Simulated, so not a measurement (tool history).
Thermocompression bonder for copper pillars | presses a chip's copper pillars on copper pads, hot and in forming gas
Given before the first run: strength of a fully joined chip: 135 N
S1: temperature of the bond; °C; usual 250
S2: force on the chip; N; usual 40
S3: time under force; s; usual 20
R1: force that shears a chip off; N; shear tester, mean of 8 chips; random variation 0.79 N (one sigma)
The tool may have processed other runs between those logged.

run	hour	S1	S2	S3	R1
1	0.0	250	40	20	58.0
2	44.9	250	40	52	77.7
3	92.1	250	40	20	53.2
4	132.9	250	40	20	52.6
# hour 152.3: forming gas filter changed
5	177.6	250	40	20	59.1
6	205.2	250	40	20	57.7
7	228.1	250	40	20	56.3
8	256.8	250	40	20	55.6
9	290.9	250	40	16	50.0
10	316.9	250	40	16	48.3
11	347.7	250	40	16	46.8
12	394.6	250	40	16	46.4
# hour 400.3: forming gas filter changed
13	420.1	250	40	16	51.7
14	452.7	250	40	16	50.6
15	501.9	250	40	13	46.3
16	544.9	250	40	13	44.0
# hour 549.4: heater calibrated with a thermocouple chip
17	591.4	250	40	13	44.3
18	638.5	250	40	13	41.7
# hour 650.3: forming gas filter changed
19	677.1	250	40	13	46.2
20	720.3	234	30	23	40.8
21	752.7	234	30	23	38.8
# hour 773.8: heater calibrated with a thermocouple chip, once more
22	809.6	258	42	13	51.1
23	864.2	227	40	15	33.7
# hour 898.3: forming gas filter changed
24	910.1	249	40	20	56.2
25	940.5	259	25	10	37.7
26	978.8	233	27	15	31.7
27	1009.9	250	38	12	44.4
28	1051.3	250	38	12	42.4
29	1108.4	250	38	12	40.6
# hour 1144.6: force cell calibrated
# hour 1145.1: forming gas filter changed
30	1157.1	224	28	36	43.7
31	1206.7	247	35	41	68.3
32	1244.7	247	35	41	67.7
33	1299.6	251	35	12	42.4
34	1342.1	251	35	12	40.7
35	1371.6	265	47	18	63.3
# hour 1394.0: forming gas filter changed
36	1423.2	265	47	18	70.5
37	1475.3	265	47	18	69.7
38	1519.4	222	55	30	50.6

How would selected steps in R1 from run to run divide? Give the signed amount a tool lacking its hidden state would still show from settings, what came in and random variation, and the signed amount left for the hidden state, including any gauge scatter that is not in both of the compared results.
Hidden state at play: true temperature of the bond over the reading, C; force that reaches the chip, % of what is set; oxide that the forming gas leaves, % of the face; drift of the gauge itself on shear_n, %.
Run 2 -> 3: S3 52 -> 20. R1 -24.5 N: hidden state +0.2, all else -24.7.
Run 12 -> 13: forming gas filter changed. R1 +5.3 N: hidden state +5.4, all else -0.1.
Run 29 -> 30: S1 250 -> 224, S2 38 -> 28, S3 12 -> 36, force cell calibrated, forming gas filter changed. R1 +3.1 N: hidden state +6.6, all else -3.5.
Run 30 -> 31: S1 224 -> 247, S2 28 -> 35, S3 36 -> 41. R1 +24.6 N: hidden state -2.1, all else +26.7.
Run 32 -> 33: S1 247 -> 251, S3 41 -> 12. R1 -25.3 N: hidden state +0.1, all else -25.4.
Run 35 -> 36: forming gas filter changed. R1 +7.2 N: hidden state +6.4, all else +0.8.

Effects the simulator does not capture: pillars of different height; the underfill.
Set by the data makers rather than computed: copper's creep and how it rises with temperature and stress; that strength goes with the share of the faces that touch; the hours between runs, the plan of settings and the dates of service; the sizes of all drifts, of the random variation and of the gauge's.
